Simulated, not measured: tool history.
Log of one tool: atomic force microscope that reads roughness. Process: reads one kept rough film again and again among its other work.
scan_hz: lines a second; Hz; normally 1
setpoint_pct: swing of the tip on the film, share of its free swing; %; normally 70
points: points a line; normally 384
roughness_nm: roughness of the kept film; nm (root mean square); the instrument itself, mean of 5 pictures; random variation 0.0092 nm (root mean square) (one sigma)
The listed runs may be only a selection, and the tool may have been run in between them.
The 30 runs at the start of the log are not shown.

run   hour  scan_hz  setpoint_pct  points  roughness_nm
 31  365.2     3.04            83     747         1.552
 32  379.6        1            79     559         1.953
 33  391.1        1            76     384         1.952
 34  399.4     0.79            76     967         2.002
 35  413.1     0.79            56     916         2.068
 36  425.5     0.79            56     916         2.087
 37    432     0.67            72     784         2.008
 38    440     0.56            75     784         2.004
 39  453.8     3.92            70     627         1.667
     460.9  -- new tip fitted
 40  462.5     3.92            70     745         1.745
 41  469.2     1.08            85     384         1.898
 42  484.7     0.57            72     384         2.097
 43  496.6     1.37            86     359         1.794
 44  511.4     1.37            86     542         1.787
 45  518.2     3.95            70     384         1.693
 46  533.9     3.95            70     384         1.689
 47  542.2     3.95            70     384         1.702
 48  555.5     3.95            70     384         1.678
 49  570.1      3.9            70     733         1.675
 50  584.8     0.92            84     435         1.859
     588.6  -- new tip fitted
 51  595.5     0.92            84     435         1.929
 52  610.4     0.92            84     435         1.945
 53  624.7     0.92            84     435         1.923

Predict each of these 3 candidate next runs independently; none follows another, all start after run 53:
  A  632.8     1.49            73     901             ?
  B  632.8     1.02            84     632             ?
  C  632.8     3.43            57     384             ?

run  roughness_nm
  A         1.939
  B         1.892
  C         1.962
With the hidden condition removed and each run's random variation left untouched, the same runs would have given:
run  roughness_nm
  A         1.998
  B         1.949
  C         2.022

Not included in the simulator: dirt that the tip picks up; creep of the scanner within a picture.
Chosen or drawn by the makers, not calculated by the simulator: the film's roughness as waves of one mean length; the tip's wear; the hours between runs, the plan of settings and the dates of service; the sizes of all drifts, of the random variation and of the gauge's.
